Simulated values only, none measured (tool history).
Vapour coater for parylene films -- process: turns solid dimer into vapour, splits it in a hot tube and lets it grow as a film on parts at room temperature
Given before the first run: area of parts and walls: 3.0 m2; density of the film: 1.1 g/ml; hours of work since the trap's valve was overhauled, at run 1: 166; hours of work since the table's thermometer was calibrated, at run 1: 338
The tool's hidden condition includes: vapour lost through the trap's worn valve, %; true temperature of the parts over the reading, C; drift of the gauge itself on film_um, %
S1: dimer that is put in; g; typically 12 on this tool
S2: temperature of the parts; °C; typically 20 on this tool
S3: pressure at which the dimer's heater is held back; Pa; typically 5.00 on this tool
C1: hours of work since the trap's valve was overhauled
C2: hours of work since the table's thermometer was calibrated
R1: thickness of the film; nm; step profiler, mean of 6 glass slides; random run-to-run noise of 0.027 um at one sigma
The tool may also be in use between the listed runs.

Run 1, day 0.000: usual settings; C1 166; C2 338. Result: R1 2210 nm.
Run 2, day 1.529: usual settings; C1 186; C2 358. Result: R1 2190 nm.
Run 3, day 4.104: usual settings; C1 220; C2 392. Result: R1 2260 nm.
Run 4, day 7.054: usual settings; C1 258; C2 430. Result: R1 2230 nm.
At day 7.838: trap's valve overhauled.
Run 5, day 8.646: usual settings but S2 29 °C; C1 10; C2 448. Result: R1 1660 nm.
Run 6, day 10.775: usual settings but S1 9 g; C1 38; C2 476. Result: R1 1700 nm.
Run 7, day 13.617: usual settings but S1 9 g; C1 75; C2 513. Result: R1 1650 nm.
Run 8, day 15.488: usual settings but S1 9 g; C1 99; C2 537. Result: R1 1680 nm.
Run 9, day 18.433: usual settings but S1 14 g, S3 7.03 Pa; C1 137; C2 575. Result: R1 2520 nm.
Run 10, day 20.412: usual settings but S1 14 g, S3 7.03 Pa; C1 163; C2 601. Result: R1 2550 nm.
Run 11, day 22.233: usual settings but S1 6 g, S2 22 °C, S3 3.10 Pa; C1 187; C2 625. Result: R1 1090 nm.
Run 12, day 23.608: usual settings but S1 17 g, S2 30 °C, S3 2.03 Pa; C1 205; C2 643. Result: R1 2480 nm.
Run 13, day 25.992: usual settings but S1 17 g, S2 30 °C, S3 2.03 Pa; C1 236; C2 673. Result: R1 2450 nm.
Run 14, day 28.133: usual settings but S1 8 g, S2 13 °C, S3 9.60 Pa; C1 263; C2 701. Result: R1 1740 nm.

What differs in the tool's unlogged condition from the final listed run ahead of each entry between runs to the first listed run following it?
Runs 4 to 5: trap's valve overhauled (day 7.838)
  vapour lost through the trap's worn valve, %: 0.4 -> 0

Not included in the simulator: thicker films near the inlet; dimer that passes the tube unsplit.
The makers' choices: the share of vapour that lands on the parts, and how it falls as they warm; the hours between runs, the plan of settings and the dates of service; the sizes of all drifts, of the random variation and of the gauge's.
